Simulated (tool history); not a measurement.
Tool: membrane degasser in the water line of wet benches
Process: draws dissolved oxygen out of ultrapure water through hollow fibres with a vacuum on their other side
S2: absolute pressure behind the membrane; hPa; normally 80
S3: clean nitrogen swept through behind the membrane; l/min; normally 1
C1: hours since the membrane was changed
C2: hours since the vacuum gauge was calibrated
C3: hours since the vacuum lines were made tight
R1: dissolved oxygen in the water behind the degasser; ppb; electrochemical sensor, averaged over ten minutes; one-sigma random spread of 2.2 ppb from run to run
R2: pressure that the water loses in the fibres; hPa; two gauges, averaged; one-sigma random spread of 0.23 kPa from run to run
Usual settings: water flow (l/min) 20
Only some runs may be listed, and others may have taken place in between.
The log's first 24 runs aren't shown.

{"run": 25, "day": 50.721, "water flow (l/min)": 16, "S2": 97, "S3": 1, "C1": 4384, "C2": 7017, "C3": 3374, "R1": 234, "R2": 470.5}
{"run": 26, "day": 53.738, "water flow (l/min)": 20, "S2": 176.9, "S3": 1.1, "C1": 4457, "C2": 7090, "C3": 3446, "R1": 569.3, "R2": 583.6}
{"run": 27, "day": 56.433, "water flow (l/min)": 20, "S2": 176.9, "S3": 1.1, "C1": 4521, "C2": 7154, "C3": 3511, "R1": 578.9, "R2": 579.3}
{"run": 28, "day": 58.083, "water flow (l/min)": 14, "S2": 176.9, "S3": 1.1, "C1": 4561, "C2": 7194, "C3": 3550, "R1": 414.1, "R2": 408.2}
{"run": 29, "day": 59.775, "water flow (l/min)": 25, "S2": 58.5, "S3": 1.31, "C1": 4602, "C2": 7235, "C3": 3591, "R1": 126.9, "R2": 729.6}
{"run": 30, "day": 61.433, "water flow (l/min)": 22, "S2": 115.8, "S3": 1.31, "C1": 4641, "C2": 7274, "C3": 3631, "R1": 318.9, "R2": 645.8}
{"run": 31, "day": 63.733, "water flow (l/min)": 20, "S2": 80, "S3": 1.51, "C1": 4697, "C2": 7330, "C3": 3686, "R1": 153.8, "R2": 581.9}
{"run": 32, "day": 66.658, "water flow (l/min)": 20, "S2": 80, "S3": 0.51, "C1": 4767, "C2": 7400, "C3": 3756, "R1": 372.9, "R2": 581.5}

Below are 4 alternative next runs, each starting from the tool's condition after run 32. Predict each:
{"day": 68.483, "done": "seals of the vacuum lines changed"}
{"run": "A", "day": 69.721, "water flow (l/min)": 13, "S2": 80, "S3": 0.51, "C1": 4838, "C2": 7471, "C3": 30, "R1": "?", "R2": "?"}
{"day": 68.483, "done": "seals of the vacuum lines changed"}
{"run": "B", "day": 69.721, "water flow (l/min)": 24, "S2": 91.9, "S3": 1.01, "C1": 4838, "C2": 7471, "C3": 30, "R1": "?", "R2": "?"}
{"day": 68.483, "done": "seals of the vacuum lines changed"}
{"run": "C", "day": 69.721, "water flow (l/min)": 20, "S2": 80, "S3": 0.48, "C1": 4838, "C2": 7471, "C3": 30, "R1": "?", "R2": "?"}
{"day": 68.483, "done": "seals of the vacuum lines changed"}
{"run": "D", "day": 69.721, "water flow (l/min)": 12, "S2": 57.3, "S3": 0.67, "C1": 4838, "C2": 7471, "C3": 30, "R1": "?", "R2": "?"}

run=A R1=261.1 R2=377.4
run=B R1=315 R2=698.2
run=C R1=391.7 R2=577
run=D R1=105.6 R2=350.5
Without the tool's hidden state the same runs would have given:
run=A R1=260.5 R2=386.1
run=B R1=314.4 R2=714.2
run=C R1=390.8 R2=590.2
run=D R1=105.1 R2=358.5
